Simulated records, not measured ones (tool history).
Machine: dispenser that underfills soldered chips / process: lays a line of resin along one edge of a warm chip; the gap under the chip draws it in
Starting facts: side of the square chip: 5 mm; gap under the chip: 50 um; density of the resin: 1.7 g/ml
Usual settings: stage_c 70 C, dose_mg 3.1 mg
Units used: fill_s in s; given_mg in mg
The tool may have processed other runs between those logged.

run 1 hour=0 | stage_c=70 dose_mg=3.1 | fill_s=42.8 given_mg=2.993
-- hour=1.7 new syringe of resin
run 2 hour=2.8 | stage_c=70 dose_mg=3.1 | fill_s=22.3 given_mg=2.983
run 3 hour=7.1 | stage_c=70 dose_mg=3.1 | fill_s=28.7 given_mg=2.986
run 4 hour=12.5 | stage_c=70 dose_mg=3.1 | fill_s=40.3 given_mg=2.973
-- hour=15.6 dispensing valve cleaned and set on the balance
-- hour=16.2 new syringe of resin
run 5 hour=18.2 | stage_c=77 dose_mg=3.1 | fill_s=17.7 given_mg=3.094
run 6 hour=20.8 | stage_c=77 dose_mg=3.1 | fill_s=20.7 given_mg=3.075
run 7 hour=24.5 | stage_c=77 dose_mg=3.1 | fill_s=26 given_mg=3.087
run 8 hour=27.3 | stage_c=77 dose_mg=3.92 | fill_s=29.6 given_mg=3.887
-- hour=30 new syringe of resin
run 9 hour=32.8 | stage_c=70 dose_mg=2.79 | fill_s=24.5 given_mg=2.75
run 10 hour=37.6 | stage_c=69 dose_mg=3.1 | fill_s=34.4 given_mg=3.056
run 11 hour=40.5 | stage_c=56 dose_mg=2.77 | fill_s=74.4 given_mg=2.749
-- hour=43.4 new syringe of resin
run 12 hour=44.4 | stage_c=71 dose_mg=3.04 | fill_s=20.9 given_mg=3.011
run 13 hour=46.6 | stage_c=75 dose_mg=3.71 | fill_s=19.7 given_mg=3.657
run 14 hour=51.8 | stage_c=64 dose_mg=3.56 | fill_s=44.2 given_mg=3.493
run 15 hour=55.6 | stage_c=64 dose_mg=3.64 | fill_s=55.6 given_mg=3.569

Some steps in fill_s between neighbouring runs. How much of each would the tool show without its hidden state too (settings, what came in, random variation), and how much is left for the hidden state, with any gauge scatter that isn't in both results?
The hidden state here: resin's viscosity, % of fresh resin's; dose that the valve gives, % of what is set; true chip temperature over the reading, C; drift of the gauge itself on fill_s, %; drift of the gauge itself on given_mg, %.
Run 11 -> 12: stage_c 56 -> 71, dose_mg 2.77 -> 3.04, new syringe of resin. fill_s -53.5 s: hidden state -34.4, all else -19.1.
